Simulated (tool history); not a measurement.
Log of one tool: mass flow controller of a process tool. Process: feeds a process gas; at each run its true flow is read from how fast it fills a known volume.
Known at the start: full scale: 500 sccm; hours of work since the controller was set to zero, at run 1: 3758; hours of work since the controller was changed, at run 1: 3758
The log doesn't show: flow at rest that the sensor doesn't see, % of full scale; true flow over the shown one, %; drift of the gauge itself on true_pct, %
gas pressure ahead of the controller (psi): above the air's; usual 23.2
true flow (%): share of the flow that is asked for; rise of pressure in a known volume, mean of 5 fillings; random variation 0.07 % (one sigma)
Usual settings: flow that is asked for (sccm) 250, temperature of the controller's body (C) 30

| run | hour | flow that is asked for (sccm) | gas pressure ahead of the controller (psi) | temperature of the controller's body (C) | hours of work since the controller was set to zero | hours of work since the controller was changed | true flow (%) |
|---|---|---|---|---|---|---|---|
| 1 | 0 | 250 | 23.2 | 30 | 3758 | 3758 | 98.79 |
| 2 | 219.7 | 250 | 23.2 | 36 | 3897 | 3897 | 98.21 |
| 3 | 599.6 | 250 | 23.2 | 36 | 4136 | 4136 | 97.94 |
| 4 | 929.3 | 250 | 23.2 | 36 | 4344 | 4344 | 97.83 |
| 5 | 1249.7 | 250 | 23.2 | 30 | 4546 | 4546 | 98.37 |
| 6 | 1442.1 | 250 | 23.2 | 30 | 4668 | 4668 | 98.25 |
| 7 | 1692.8 | 250 | 23.2 | 30 | 4826 | 4826 | 98.17 |
| 8 | 2060.2 | 250 | 23.2 | 30 | 5057 | 5057 | 98.06 |
| 9 | 2430.8 | 250 | 23.2 | 22 | 5291 | 5291 | 98.82 |
| 10 | 2585.2 | 250 | 23.2 | 22 | 5388 | 5388 | 98.64 |
| 11 | 2793.1 | 250 | 23.2 | 22 | 5519 | 5519 | 98.54 |
| 12 | 3100.7 | 250 | 23.2 | 32 | 5713 | 5713 | 97.35 |
| 13 | 3437.6 | 250 | 23.2 | 32 | 5926 | 5926 | 97.31 |
| 14 | 3742.4 | 397 | 23.2 | 30 | 6118 | 6118 | 97.78 |
| 15 | 4071 | 397 | 23.2 | 30 | 6325 | 6325 | 97.78 |
| 16 | 4361.4 | 397 | 23.2 | 30 | 6508 | 6508 | 97.52 |
| 17 | 4523 | 250 | 24.2 | 30 | 6610 | 6610 | 97.1 |
| 18 | 4762.3 | 250 | 24.2 | 30 | 6761 | 6761 | 96.92 |
| 19 | 5027.9 | 250 | 24.2 | 30 | 6928 | 6928 | 96.79 |
| 20 | 5385.2 | 165 | 24.8 | 32 | 7154 | 7154 | 96.38 |
|  | 5717.9 | controller exchanged for a calibrated one |
|  | 5749.4 | gauge calibrated |
| 21 | 5749.4 | 334 | 20.9 | 26 | 20 | 20 | 99.58 |
| 22 | 6090 | 173 | 23.2 | 30 | 235 | 235 | 98.33 |
| 23 | 6348.1 | 162 | 37.1 | 25 | 397 | 397 | 98.52 |
| 24 | 6634.9 | 64 | 29.2 | 26 | 578 | 578 | 98.24 |
| 25 | 6976.5 | 64 | 34.8 | 30 | 794 | 794 | 97.36 |
| 26 | 7172 | 279 | 22.5 | 30 | 917 | 917 | 98.41 |
| 27 | 7552 | 332 | 31.3 | 30 | 1156 | 1156 | 98.23 |
| 28 | 7849.7 | 332 | 31.3 | 30 | 1344 | 1344 | 98.18 |
| 29 | 8087.9 | 250 | 31.9 | 30 | 1494 | 1494 | 97.79 |
| 30 | 8299.5 | 307 | 23.1 | 30 | 1628 | 1628 | 98.01 |
| 31 | 8486.4 | 307 | 23.1 | 34 | 1745 | 1745 | 97.65 |
| 32 | 8778 | 121 | 25.8 | 30 | 1929 | 1929 | 97.33 |
| 33 | 8935.6 | 121 | 25.8 | 30 | 2029 | 2029 | 97.18 |
| 34 | 9189.7 | 145 | 33.4 | 30 | 2189 | 2189 | 96.99 |
| 35 | 9364.5 | 67 | 33.4 | 21 | 2299 | 2299 | 97.6 |
| 36 | 9565.4 | 69 | 29.2 | 32 | 2426 | 2426 | 96.58 |
| 37 | 9837.5 | 411 | 25.2 | 40 | 2597 | 2597 | 96.6 |
| 38 | 10132.6 | 463 | 30.9 | 38 | 2783 | 2783 | 96.79 |

4 ways to go on from here, each from the tool as it stands after run 38. What would each give?
| A | 10442.7 | 250 | 21.8 | 25 | 2979 | 2979 | ? |
| B | 10442.7 | 250 | 29.4 | 35 | 2979 | 2979 | ? |
| C | 10442.7 | 202 | 21.2 | 36 | 2979 | 2979 | ? |
| D | 10442.7 | 136 | 38.3 | 27 | 2979 | 2979 | ? |

| run | true flow (%) |
|---|---|
| A | 97.68 |
| B | 96.24 |
| C | 96.39 |
| D | 96.67 |
Without the tool's hidden state the same runs would have given:
| run | true flow (%) |
|---|---|
| A | 99.46 |
| B | 98 |
| C | 98.15 |
| D | 98.43 |

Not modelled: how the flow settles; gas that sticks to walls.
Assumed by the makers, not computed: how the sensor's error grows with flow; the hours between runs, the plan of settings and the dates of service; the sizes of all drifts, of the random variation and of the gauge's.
